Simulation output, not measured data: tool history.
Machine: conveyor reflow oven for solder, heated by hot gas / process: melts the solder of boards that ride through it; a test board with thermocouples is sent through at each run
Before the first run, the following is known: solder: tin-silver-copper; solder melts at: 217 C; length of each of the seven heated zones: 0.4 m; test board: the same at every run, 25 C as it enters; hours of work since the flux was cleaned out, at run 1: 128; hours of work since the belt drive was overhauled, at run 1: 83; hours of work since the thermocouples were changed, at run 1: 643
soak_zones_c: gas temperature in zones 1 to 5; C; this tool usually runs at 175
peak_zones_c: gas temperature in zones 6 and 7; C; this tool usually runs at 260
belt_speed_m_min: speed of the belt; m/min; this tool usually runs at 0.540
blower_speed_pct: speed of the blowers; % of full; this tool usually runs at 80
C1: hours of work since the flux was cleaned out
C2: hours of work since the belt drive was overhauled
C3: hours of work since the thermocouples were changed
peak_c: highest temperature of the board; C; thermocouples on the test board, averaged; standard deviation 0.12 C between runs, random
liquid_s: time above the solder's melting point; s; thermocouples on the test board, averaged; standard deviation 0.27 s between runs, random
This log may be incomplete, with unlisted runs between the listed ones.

{"run": 1, "day": 0.0, "soak_zones_c": 175, "peak_zones_c": 260, "belt_speed_m_min": 0.54, "blower_speed_pct": 80, "C1": 128, "C2": 83, "C3": 643, "peak_c": 247.7, "liquid_s": 62.8}
{"run": 2, "day": 0.438, "soak_zones_c": 175, "peak_zones_c": 260, "belt_speed_m_min": 0.54, "blower_speed_pct": 80, "C1": 134, "C2": 89, "C3": 650, "peak_c": 247.7, "liquid_s": 63.7}
{"run": 3, "day": 1.112, "soak_zones_c": 175, "peak_zones_c": 260, "belt_speed_m_min": 0.54, "blower_speed_pct": 80, "C1": 144, "C2": 99, "C3": 659, "peak_c": 247.5, "liquid_s": 63.5}
{"run": 4, "day": 1.8, "soak_zones_c": 175, "peak_zones_c": 260, "belt_speed_m_min": 0.511, "blower_speed_pct": 80, "C1": 153, "C2": 108, "C3": 669, "peak_c": 248.7, "liquid_s": 68.9}
{"run": 5, "day": 2.133, "soak_zones_c": 175, "peak_zones_c": 260, "belt_speed_m_min": 0.511, "blower_speed_pct": 80, "C1": 158, "C2": 113, "C3": 673, "peak_c": 248.8, "liquid_s": 68.6}
{"run": 6, "day": 2.558, "soak_zones_c": 175, "peak_zones_c": 260, "belt_speed_m_min": 0.511, "blower_speed_pct": 80, "C1": 164, "C2": 119, "C3": 679, "peak_c": 248.8, "liquid_s": 68.7}
{"run": 7, "day": 3.267, "soak_zones_c": 175, "peak_zones_c": 260, "belt_speed_m_min": 0.54, "blower_speed_pct": 80, "C1": 174, "C2": 129, "C3": 689, "peak_c": 247.4, "liquid_s": 63.3}
{"run": 8, "day": 3.896, "soak_zones_c": 175, "peak_zones_c": 260, "belt_speed_m_min": 0.54, "blower_speed_pct": 80, "C1": 183, "C2": 138, "C3": 698, "peak_c": 247.4, "liquid_s": 63.2}
{"run": 9, "day": 4.312, "soak_zones_c": 175, "peak_zones_c": 260, "belt_speed_m_min": 0.54, "blower_speed_pct": 80, "C1": 189, "C2": 144, "C3": 704, "peak_c": 247.2, "liquid_s": 63.4}
{"run": 10, "day": 5.038, "soak_zones_c": 175, "peak_zones_c": 260, "belt_speed_m_min": 0.54, "blower_speed_pct": 80, "C1": 199, "C2": 154, "C3": 714, "peak_c": 247.1, "liquid_s": 63.2}
{"run": 11, "day": 5.354, "soak_zones_c": 175, "peak_zones_c": 251, "belt_speed_m_min": 0.54, "blower_speed_pct": 80, "C1": 203, "C2": 158, "C3": 719, "peak_c": 239.6, "liquid_s": 55.0}
{"run": 12, "day": 5.912, "soak_zones_c": 175, "peak_zones_c": 251, "belt_speed_m_min": 0.54, "blower_speed_pct": 80, "C1": 211, "C2": 166, "C3": 726, "peak_c": 239.3, "liquid_s": 55.1}
{"run": 13, "day": 6.612, "soak_zones_c": 175, "peak_zones_c": 251, "belt_speed_m_min": 0.54, "blower_speed_pct": 80, "C1": 221, "C2": 176, "C3": 736, "peak_c": 239.5, "liquid_s": 55.5}
{"run": 14, "day": 7.15, "soak_zones_c": 175, "peak_zones_c": 251, "belt_speed_m_min": 0.54, "blower_speed_pct": 80, "C1": 229, "C2": 183, "C3": 744, "peak_c": 239.5, "liquid_s": 54.7}
{"run": 15, "day": 7.654, "soak_zones_c": 175, "peak_zones_c": 251, "belt_speed_m_min": 0.54, "blower_speed_pct": 80, "C1": 236, "C2": 190, "C3": 751, "peak_c": 239.3, "liquid_s": 54.8}
{"day": 8.233, "done": "flux residue cleaned out of gas plates and filters"}
{"run": 16, "day": 8.375, "soak_zones_c": 166, "peak_zones_c": 251, "belt_speed_m_min": 0.54, "blower_speed_pct": 55, "C1": 2, "C2": 198, "C3": 758, "peak_c": 231.0, "liquid_s": 34.8}
{"run": 17, "day": 8.996, "soak_zones_c": 166, "peak_zones_c": 259, "belt_speed_m_min": 0.54, "blower_speed_pct": 55, "C1": 11, "C2": 206, "C3": 767, "peak_c": 237.3, "liquid_s": 44.8}
{"run": 18, "day": 9.692, "soak_zones_c": 184, "peak_zones_c": 255, "belt_speed_m_min": 0.632, "blower_speed_pct": 55, "C1": 20, "C2": 216, "C3": 777, "peak_c": 232.9, "liquid_s": 36.9}
{"run": 19, "day": 10.188, "soak_zones_c": 179, "peak_zones_c": 266, "belt_speed_m_min": 0.54, "blower_speed_pct": 67, "C1": 27, "C2": 223, "C3": 783, "peak_c": 250.5, "liquid_s": 66.7}
{"run": 20, "day": 10.896, "soak_zones_c": 175, "peak_zones_c": 260, "belt_speed_m_min": 0.54, "blower_speed_pct": 54, "C1": 37, "C2": 233, "C3": 793, "peak_c": 239.6, "liquid_s": 51.9}

Expected results for the next run?
{"run": 21, "day": 11.517, "soak_zones_c": 175, "peak_zones_c": 260, "belt_speed_m_min": 0.54, "blower_speed_pct": 54, "C1": 46, "C2": 242, "C3": 802, "peak_c": "?", "liquid_s": "?"}

peak_c: 239.5 C
liquid_s: 51.3 s
Without the tool's hidden state the same run would have given peak_c 238.4 C, liquid_s 49.7 s.
